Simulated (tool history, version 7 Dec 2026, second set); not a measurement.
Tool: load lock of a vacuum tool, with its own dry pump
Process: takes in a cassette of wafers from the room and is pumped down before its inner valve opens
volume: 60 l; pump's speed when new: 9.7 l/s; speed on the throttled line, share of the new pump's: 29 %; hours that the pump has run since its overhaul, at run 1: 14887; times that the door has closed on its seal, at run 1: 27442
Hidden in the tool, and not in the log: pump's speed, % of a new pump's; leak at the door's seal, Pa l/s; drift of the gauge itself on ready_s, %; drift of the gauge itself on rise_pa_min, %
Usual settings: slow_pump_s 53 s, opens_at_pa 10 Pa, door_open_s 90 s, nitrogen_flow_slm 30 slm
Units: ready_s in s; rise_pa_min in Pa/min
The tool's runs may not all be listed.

| run | hour | slow_pump_s | opens_at_pa | door_open_s | nitrogen_flow_slm | hours that the pump has run since its overhaul | times that the door has closed on its seal | incoming humidity of the room's air, % | ready_s | rise_pa_min |
|---|---|---|---|---|---|---|---|---|---|---|
| 1 | 0 | 53 | 10 | 90 | 30 | 14887 | 27442 | 45.3 | 98.4 | 0.074 |
| 2 | 90.5 | 53 | 10 | 90 | 30 | 14977 | 27784 | 44 | 99.1 | 0.081 |
| 3 | 226.5 | 53 | 10 | 90 | 30 | 15113 | 28299 | 43.3 | 98.7 | 0.079 |
| 4 | 429.6 | 53 | 10 | 90 | 41 | 15316 | 29068 | 42.8 | 98.9 | 0.08 |
| 5 | 536.1 | 53 | 10 | 90 | 41 | 15423 | 29471 | 46.7 | 99.8 | 0.075 |
| 6 | 620.8 | 28 | 10 | 90 | 30 | 15507 | 29792 | 45 | 82.4 | 0.077 |
| 7 | 705 | 53 | 10 | 90 | 30 | 15591 | 30110 | 42.8 | 98.4 | 0.08 |
| 8 | 840.3 | 53 | 10 | 90 | 30 | 15727 | 30622 | 46.4 | 99.3 | 0.086 |
| 9 | 976.9 | 53 | 10 | 90 | 30 | 15863 | 31139 | 46.7 | 98.7 | 0.091 |
| 10 | 1121.3 | 53 | 10 | 90 | 30 | 16008 | 31686 | 43.4 | 98.9 | 0.083 |
| 11 | 1236.2 | 53 | 10 | 90 | 16 | 16123 | 32121 | 44.7 | 98.9 | 0.099 |
| 12 | 1429.6 | 53 | 10 | 90 | 30 | 16316 | 32853 | 47.6 | 98.9 | 0.097 |
| 13 | 1518 | 53 | 10 | 90 | 30 | 16405 | 33188 | 43.3 | 100 | 0.099 |
| 14 | 1660.5 | 37 | 10 | 90 | 30 | 16547 | 33727 | 46 | 88.2 | 0.095 |
| 15 | 1781.3 | 37 | 10 | 90 | 30 | 16668 | 34184 | 45.1 | 89.3 | 0.093 |
| 16 | 1934.1 | 37 | 10 | 90 | 30 | 16821 | 34763 | 44.8 | 87.3 | 0.102 |
| 17 | 2022.5 | 37 | 10 | 90 | 7 | 16909 | 35097 | 44.9 | 88.4 | 0.115 |
| 18 | 2162.6 | 41 | 10 | 90 | 30 | 17049 | 35627 | 44.2 | 91.4 | 0.103 |
| 19 | 2361.3 | 53 | 10 | 90 | 30 | 17248 | 36379 | 45.3 | 98.7 | 0.104 |
| 20 | 2531.4 | 53 | 10 | 40 | 30 | 17418 | 37024 | 45.7 | 100.2 | 0.095 |
| 21 | 2649.2 | 53 | 8 | 52 | 30 | 17536 | 37469 | 45.3 | 101.6 | 0.101 |
| 22 | 2733.9 | 53 | 8 | 52 | 30 | 17620 | 37790 | 41.5 | 100.5 | 0.109 |
| 23 | 2843.5 | 38 | 16 | 50 | 30 | 17730 | 38205 | 45.2 | 86 | 0.104 |
| 24 | 3017.8 | 38 | 16 | 50 | 30 | 17904 | 38865 | 44.7 | 85.7 | 0.107 |
| 25 | 3191.5 | 53 | 10 | 90 | 29 | 18078 | 39522 | 45.9 | 99.9 | 0.113 |
| 26 | 3366.6 | 50 | 10 | 65 | 29 | 18253 | 40185 | 43.1 | 97.3 | 0.111 |
| 27 | 3478.8 | 50 | 10 | 65 | 29 | 18365 | 40609 | 42.9 | 96.2 | 0.12 |
| 28 | 3638.8 | 102 | 10 | 103 | 30 | 18525 | 41215 | 46.3 | 132.5 | 0.122 |
| 29 | 3780.2 | 102 | 10 | 103 | 26 | 18667 | 41750 | 45.8 | 133.2 | 0.135 |
| 30 | 3951.8 | 53 | 10 | 90 | 12 | 18838 | 42400 | 48 | 99.6 | 0.146 |
| 31 | 4132.6 | 53 | 10 | 90 | 12 | 19019 | 43084 | 42.8 | 99 | 0.141 |
| 32 | 4247.6 | 102 | 9 | 145 | 6 | 19134 | 43520 | 41.9 | 134.3 | 0.164 |
| 33 | 4443 | 47 | 16 | 77 | 37 | 19329 | 44259 | 43.8 | 93.1 | 0.126 |
| 34 | 4542.5 | 74 | 10 | 73 | 25 | 19429 | 44636 | 44.5 | 113 | 0.134 |
| 35 | 4654.3 | 74 | 10 | 73 | 25 | 19541 | 45059 | 41 | 112.8 | 0.135 |
| 36 | 4772.7 | 74 | 10 | 73 | 25 | 19659 | 45507 | 40.8 | 114.9 | 0.141 |
| 37 | 4920.2 | 98 | 10 | 73 | 25 | 19807 | 46065 | 44.5 | 129.3 | 0.143 |
| 38 | 5097.9 | 34 | 17 | 73 | 25 | 19984 | 46738 | 43.3 | 83.5 | 0.15 |

Hidden state or all else? Some run-to-run changes of ready_s, split into what the settings, what came in and random variation would give without the hidden state, and what is left for the hidden state (with any gauge scatter that isn't in both results):
Run 27 -> 28: slow_pump_s 50 -> 102, door_open_s 65 -> 103, nitrogen_flow_slm 29 -> 30. ready_s +36.3 s: hidden state -1.5, all else +37.8.
Run 29 -> 30: slow_pump_s 102 -> 53, door_open_s 103 -> 90, nitrogen_flow_slm 26 -> 12. ready_s -33.6 s: hidden state +1.6, all else -35.2.
Run 32 -> 33: slow_pump_s 102 -> 47, opens_at_pa 9 -> 16, door_open_s 145 -> 77, nitrogen_flow_slm 6 -> 37. ready_s -41.2 s: hidden state +1.3, all else -42.5.
Run 37 -> 38: slow_pump_s 98 -> 34, opens_at_pa 10 -> 17. ready_s -45.8 s: hidden state +1.7, all else -47.5.

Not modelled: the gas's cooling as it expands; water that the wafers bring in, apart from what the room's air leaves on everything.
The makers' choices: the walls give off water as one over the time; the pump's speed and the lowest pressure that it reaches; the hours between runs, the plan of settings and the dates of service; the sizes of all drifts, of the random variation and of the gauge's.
